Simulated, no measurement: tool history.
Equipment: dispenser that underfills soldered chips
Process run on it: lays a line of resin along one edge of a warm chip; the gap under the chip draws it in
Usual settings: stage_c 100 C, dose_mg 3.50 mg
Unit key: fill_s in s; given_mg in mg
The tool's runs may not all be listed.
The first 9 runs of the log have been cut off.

run	day	stage_c	dose_mg	hours of work since the syringe was changed	hours of work since the valve was cleaned	hours of work since the stage was calibrated	fill_s	given_mg
# day 2.583: new syringe of resin
10	2.583	100	3.50	0	32	178	9.7	3.462
11	2.758	100	3.50	3	35	181	13.8	3.469
12	3.079	100	3.50	9	41	186	22.6	3.457
# day 3.129: new syringe of resin
13	3.462	99	3.50	6	47	193	18.0	3.452
# day 3.558: dispensing valve cleaned and set on the balance
# day 3.708: new syringe of resin
14	3.725	86	3.50	0	3	197	21.1	3.508
15	3.942	86	3.50	4	6	200	29.7	3.499
16	4.188	97	3.50	8	11	205	24.6	3.496
# day 4.254: new syringe of resin
17	4.483	97	3.50	4	16	209	16.5	3.483
# day 4.800: new syringe of resin
18	4.879	97	3.50	1	22	216	13.6	3.465
19	5.204	97	3.50	7	28	222	22.9	3.477
# day 5.325: new syringe of resin
20	5.571	86	3.45	4	34	228	29.0	3.415
21	5.779	86	3.45	8	38	232	40.2	3.408
# day 5.862: new syringe of resin
22	6.150	86	3.45	5	44	238	29.6	3.398
# day 6.392: new syringe of resin
# day 6.462: dispensing valve cleaned and set on the balance
23	6.592	86	3.45	3	2	244	26.7	3.447
24	6.854	91	4.08	7	7	249	29.8	4.058
# day 6.988: new syringe of resin
25	7.229	112	4.25	4	13	255	9.0	4.225
# day 7.512: new syringe of resin
26	7.512	112	3.60	0	18	260	6.0	3.573
27	7.800	105	4.26	5	23	265	13.0	4.209
# day 8.033: new syringe of resin
28	8.212	105	4.26	3	30	272	11.2	4.199
29	8.446	89	3.70	7	34	276	32.5	3.657
# day 8.567: new syringe of resin
30	8.662	89	3.70	2	37	280	19.3	3.641
31	8.917	86	4.47	6	42	284	33.8	4.399
# day 9.104: new syringe of resin
32	9.208	92	3.90	2	47	289	17.0	3.823
# day 9.346: dispensing valve cleaned and set on the balance
33	9.488	100	4.42	6	2	293	16.9	4.403
# day 9.671: new syringe of resin
34	9.738	100	3.20	1	7	297	11.8	3.192

Here are 4 independent what-if runs from the current tool condition. What would each one return?
A	10.000	99	3.02	6	11	302	?	?
B	10.000	115	3.45	6	11	302	?	?
C	10.000	108	3.52	6	11	302	?	?
D	10.000	91	3.04	6	11	302	?	?

run	fill_s	given_mg
A	18.4	3.004
B	9.5	3.434
C	12.5	3.509
D	26.9	3.021
Had the tool no hidden state, the same runs would have come out as:
run	fill_s	given_mg
A	11.5	3.017
B	6.1	3.450
C	7.9	3.525
D	16.9	3.035
